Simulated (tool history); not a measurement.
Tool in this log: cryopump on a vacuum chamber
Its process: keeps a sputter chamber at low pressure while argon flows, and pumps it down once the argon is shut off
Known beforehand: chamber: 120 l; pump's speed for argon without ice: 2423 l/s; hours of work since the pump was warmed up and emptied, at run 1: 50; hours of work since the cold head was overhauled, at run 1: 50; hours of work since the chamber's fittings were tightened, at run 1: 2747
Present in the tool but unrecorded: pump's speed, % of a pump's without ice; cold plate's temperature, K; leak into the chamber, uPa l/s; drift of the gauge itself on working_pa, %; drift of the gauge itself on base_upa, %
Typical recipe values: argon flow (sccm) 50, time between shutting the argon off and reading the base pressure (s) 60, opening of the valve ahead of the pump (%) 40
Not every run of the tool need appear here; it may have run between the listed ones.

run,hour,argon flow (sccm),time between shutting the argon off and reading the base pressure (s),opening of the valve ahead of the pump (%),hours of work since the pump was warmed up and emptied,hours of work since the cold head was overhauled,hours of work since the chamber's fittings were tightened,pressure while argon flows (Pa),pressure after the wait (uPa)
1,0,50,60,40,50,50,2747,0.0876,1.58
2,11.6,50,89,40,56,56,2752,0.0876,1.28
3,27.1,50,89,40,63,63,2759,0.0885,1.25
4,37.7,28,89,40,68,68,2764,0.0501,1.28
5,52.2,28,58,40,74,74,2771,0.0496,1.52
6,62.2,28,58,40,79,79,2775,0.0492,1.67
7,75.1,28,58,40,85,85,2781,0.0486,1.58
8,88.4,28,58,40,91,91,2787,0.0497,1.64
9,98.2,50,60,40,95,95,2792,0.0877,1.58
10,108.6,50,60,40,100,100,2797,0.0886,1.6
11,119.9,22,60,40,105,105,2802,0.0394,1.58

Predict the results of run 12:
12,132,26,89,40,111,111,2807,?,?

pressure while argon flows (Pa): 0.0455
pressure after the wait (uPa): 1.26
Had the tool carried no hidden state, the very same run would have given pressure while argon flows (Pa) 0.045, pressure after the wait (uPa) 0.72.

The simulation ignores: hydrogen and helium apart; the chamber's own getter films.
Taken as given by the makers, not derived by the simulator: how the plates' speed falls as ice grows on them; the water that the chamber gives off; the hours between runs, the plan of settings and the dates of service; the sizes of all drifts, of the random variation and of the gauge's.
